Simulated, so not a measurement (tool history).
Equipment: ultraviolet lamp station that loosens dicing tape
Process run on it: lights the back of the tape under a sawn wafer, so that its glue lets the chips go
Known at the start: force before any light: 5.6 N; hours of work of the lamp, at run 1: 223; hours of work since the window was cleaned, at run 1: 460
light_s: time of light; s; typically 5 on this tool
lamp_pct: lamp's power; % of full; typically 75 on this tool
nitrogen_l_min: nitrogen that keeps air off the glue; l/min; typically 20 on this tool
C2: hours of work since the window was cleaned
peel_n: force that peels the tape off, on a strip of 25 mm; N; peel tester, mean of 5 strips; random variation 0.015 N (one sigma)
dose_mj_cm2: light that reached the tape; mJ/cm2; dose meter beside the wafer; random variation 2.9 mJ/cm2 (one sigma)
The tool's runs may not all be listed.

Run 1, hour 0: usual settings; hours of work of the lamp 223; C2 460. Result: peel_n 0.949 N, dose_mj_cm2 351 mJ/cm2.
Run 2, hour 9.9: usual settings; hours of work of the lamp 227; C2 465. Result: peel_n 0.914 N, dose_mj_cm2 346 mJ/cm2.
Run 3, hour 17.3: usual settings; hours of work of the lamp 231; C2 468. Result: peel_n 0.937 N, dose_mj_cm2 345 mJ/cm2.
Run 4, hour 28.3: usual settings; hours of work of the lamp 236; C2 473. Result: peel_n 0.964 N, dose_mj_cm2 347 mJ/cm2.
Run 5, hour 37.6: usual settings but nitrogen_l_min 17 l/min; hours of work of the lamp 240; C2 477. Result: peel_n 0.989 N, dose_mj_cm2 342 mJ/cm2.
Run 6, hour 47.4: usual settings but lamp_pct 83 % of full, nitrogen_l_min 17 l/min; hours of work of the lamp 245; C2 482. Result: peel_n 0.819 N, dose_mj_cm2 377 mJ/cm2.
Run 7, hour 53.3: usual settings but lamp_pct 83 % of full, nitrogen_l_min 17 l/min; hours of work of the lamp 247; C2 485. Result: peel_n 0.866 N, dose_mj_cm2 383 mJ/cm2.
Run 8, hour 61.9: usual settings but lamp_pct 83 % of full, nitrogen_l_min 17 l/min; hours of work of the lamp 251; C2 489. Result: peel_n 0.85 N, dose_mj_cm2 380 mJ/cm2.
At hour 66.4: window cleaned of glue's vapour.
Run 9, hour 75.6: usual settings but lamp_pct 83 % of full, nitrogen_l_min 17 l/min; hours of work of the lamp 258; C2 4. Result: peel_n 0.934 N, dose_mj_cm2 351 mJ/cm2.
Run 10, hour 82.5: usual settings but nitrogen_l_min 28 l/min; hours of work of the lamp 261; C2 7. Result: peel_n 0.971 N, dose_mj_cm2 322 mJ/cm2.
At hour 90.2: window cleaned of glue's vapour, once more.
Run 11, hour 92.4: usual settings but nitrogen_l_min 28 l/min; hours of work of the lamp 265; C2 1. Result: peel_n 0.687 N, dose_mj_cm2 394 mJ/cm2.
Run 12, hour 100.5: usual settings; hours of work of the lamp 269; C2 5. Result: peel_n 0.77 N, dose_mj_cm2 394 mJ/cm2.
Run 13, hour 112.7: usual settings; hours of work of the lamp 275; C2 10. Result: peel_n 0.785 N, dose_mj_cm2 393 mJ/cm2.
Run 14, hour 119.8: usual settings but lamp_pct 61 % of full, nitrogen_l_min 7 l/min; hours of work of the lamp 278; C2 14. Result: peel_n 1.436 N, dose_mj_cm2 316 mJ/cm2.
Run 15, hour 130.3: usual settings but lamp_pct 73 % of full; hours of work of the lamp 283; C2 19. Result: peel_n 0.827 N, dose_mj_cm2 374 mJ/cm2.
Run 16, hour 143.1: usual settings but lamp_pct 93 % of full, nitrogen_l_min 38 l/min; hours of work of the lamp 289; C2 24. Result: peel_n 0.457 N, dose_mj_cm2 478 mJ/cm2.
Run 17, hour 155: usual settings but lamp_pct 93 % of full, nitrogen_l_min 38 l/min; hours of work of the lamp 294; C2 30. Result: peel_n 0.455 N, dose_mj_cm2 480 mJ/cm2.
Run 18, hour 164.4: usual settings but lamp_pct 93 % of full, nitrogen_l_min 38 l/min; hours of work of the lamp 298; C2 34. Result: peel_n 0.476 N, dose_mj_cm2 481 mJ/cm2.
Run 19, hour 172.5: usual settings but lamp_pct 93 % of full, nitrogen_l_min 38 l/min; hours of work of the lamp 302; C2 38. Result: peel_n 0.475 N, dose_mj_cm2 477 mJ/cm2.
Run 20, hour 179.7: usual settings but lamp_pct 93 % of full, nitrogen_l_min 38 l/min; hours of work of the lamp 306; C2 41. Result: peel_n 0.463 N, dose_mj_cm2 478 mJ/cm2.
Run 21, hour 189.8: usual settings but lamp_pct 99 % of full, nitrogen_l_min 14 l/min; hours of work of the lamp 310; C2 46. Result: peel_n 0.537 N, dose_mj_cm2 510 mJ/cm2.
Run 22, hour 200.1: usual settings but lamp_pct 99 % of full, nitrogen_l_min 14 l/min; hours of work of the lamp 315; C2 51. Result: peel_n 0.553 N, dose_mj_cm2 505 mJ/cm2.
Run 23, hour 213.2: usual settings but light_s 9 s, lamp_pct 91 % of full, nitrogen_l_min 8 l/min; hours of work of the lamp 321; C2 57. Result: peel_n 0.326 N, dose_mj_cm2 841 mJ/cm2.
Run 24, hour 225.5: usual settings but light_s 3 s, nitrogen_l_min 9 l/min; hours of work of the lamp 327; C2 63. Result: peel_n 1.933 N, dose_mj_cm2 233 mJ/cm2.

Consider 4 possible next runs. They are alternatives, not a sequence: every one starts from the tool as it was left by run 24. What does each give?
Run A, hour 231.9: usual settings but lamp_pct 62 % of full; hours of work of the lamp 330; C2 66. Result: peel_n ?, dose_mj_cm2 ?.
Run B, hour 231.9: usual settings but light_s 7 s, lamp_pct 83 % of full; hours of work of the lamp 330; C2 66. Result: peel_n ?, dose_mj_cm2 ?.
Run C, hour 231.9: usual settings but light_s 4 s, lamp_pct 67 % of full, nitrogen_l_min 9 l/min; hours of work of the lamp 330; C2 66. Result: peel_n ?, dose_mj_cm2 ?.
Run D, hour 231.9: usual settings but light_s 3 s, nitrogen_l_min 6 l/min; hours of work of the lamp 330; C2 66. Result: peel_n ?, dose_mj_cm2 ?.

run  peel_n  dose_mj_cm2
  A    1.08          312
  B   0.375          595
  C   1.585          276
  D    2.09          227
With no hidden state in the tool, these same runs would have given:
run  peel_n  dose_mj_cm2
  A   0.978          333
  B   0.341          635
  C   1.464          295
  D   1.963          243
